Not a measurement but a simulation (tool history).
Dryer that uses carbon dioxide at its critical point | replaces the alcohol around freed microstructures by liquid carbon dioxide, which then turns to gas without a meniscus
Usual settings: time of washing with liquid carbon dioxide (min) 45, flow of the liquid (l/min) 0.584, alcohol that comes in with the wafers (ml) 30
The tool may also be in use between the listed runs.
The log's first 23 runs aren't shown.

run	hour	time of washing with liquid carbon dioxide (min)	flow of the liquid (l/min)	alcohol that comes in with the wafers (ml)	alcohol left in the vessel before it's heated (ppm by volume)
24	236.2	29	0.584	30	253
25	250.5	60	0.769	61	127
26	258.8	59	0.423	30	155
27	273.8	59	0.736	53	136
28	284.4	70	0.390	59	150
29	297.7	33	0.739	30	161
30	309.8	33	0.739	30	166
31	317.8	45	0.922	114	144
32	325.8	45	0.910	29	148
33	340.9	28	0.584	30	285
34	356.4	66	0.636	27	153
35	370.9	32	0.845	30	151
36	377.6	71	0.503	40	151
37	388.4	71	0.891	46	151
38	401.8	71	0.891	46	148
39	414.5	71	0.891	46	158
40	425.6	42	0.558	61	219
41	440.0	43	0.413	61	412
42	446.9	43	0.413	61	416
43	456.1	31	0.584	97	499
44	468.8	45	0.733	71	175
45	481.4	53	0.733	45	171
46	494.6	65	0.550	49	180
47	505.7	41	0.409	30	334

4 ways to go on from here, each from the tool as it stands after run 47. What would each give?
A	514.8	45	0.711	30	?
B	514.8	55	0.409	27	?
C	514.8	28	0.409	30	?
D	514.8	59	0.409	81	?

run	alcohol left in the vessel before it's heated (ppm by volume)
A	186
B	207
C	738
D	267
Without the tool's hidden state the same runs would have given:
run	alcohol left in the vessel before it's heated (ppm by volume)
A	17
B	33
C	517
D	86
